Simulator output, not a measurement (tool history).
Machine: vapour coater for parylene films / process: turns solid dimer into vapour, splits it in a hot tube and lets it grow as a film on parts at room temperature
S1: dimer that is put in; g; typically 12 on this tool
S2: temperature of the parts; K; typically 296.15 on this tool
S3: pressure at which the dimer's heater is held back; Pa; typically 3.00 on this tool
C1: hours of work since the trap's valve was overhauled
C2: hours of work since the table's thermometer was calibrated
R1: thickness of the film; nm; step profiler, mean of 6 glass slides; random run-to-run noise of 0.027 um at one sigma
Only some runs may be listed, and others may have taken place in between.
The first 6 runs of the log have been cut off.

run     day  S1      S2    S3   C1    C2    R1
  7   4.379  12  296.15  3.00  204   717  3620
  8   5.042  12  296.15  8.90  215   727  3040
  9   5.579  12  288.15  3.00  223   735  4490
 10   6.692  12  288.15  3.00  240   753  4530
 11   7.258  12  288.15  3.00  249   761  4520
 12   8.250  12  296.15  3.00  264   777  3620
 13   8.867  12  296.15  3.00  274   786  3570
 14   9.671  12  296.15  3.00  286   798  3550
 15  10.400  12  296.15  3.00  297   810  3580
 16  11.508  12  290.15  4.33  314   827  4010
 17  12.242  13  306.15  5.54  326   838  2680
     12.479  -- trap's valve overhauled
 18  13.125   5  292.15  2.42   10   849  1700
 19  13.904  18  296.15  6.77   22   861  4660
 20  14.521  18  296.15  6.77   31   871  4690
 21  15.104   8  296.15  3.00   40   880  2320
 22  16.217   8  296.15  3.00   58   897  2360
 23  17.142  13  296.15  2.92   72   911  3820
 24  18.008   8  289.15  6.10   85   924  2520
     18.379  -- trap's valve overhauled, once more
 25  19.196   9  289.15  3.78   13   940  3230
 26  20.133   9  289.15  3.78   27   955  3220
 27  20.658   9  289.15  3.78   35   963  3200
 28  21.188   8  308.15  4.76   43   971  1640
 29  22.075  10  294.15  5.05   57   984  2980
 30  23.271  13  296.15  5.05   75  1003  3680

Below are 4 alternative next runs, each starting from the tool's condition after run 30. Predict each:
  A  24.492   9  290.15  3.89  94  1022   ?
  B  24.492  15  296.15  2.84  94  1022   ?
  C  24.492  13  296.15  7.95  94  1022   ?
  D  24.492  19  290.15  5.05  94  1022   ?

run    R1
  A  3100
  B  4550
  C  3400
  D  6250
Stripped of hidden state, with their random variation kept, the same runs would have yielded:
run    R1
  A  3210
  B  4710
  C  3520
  D  6470
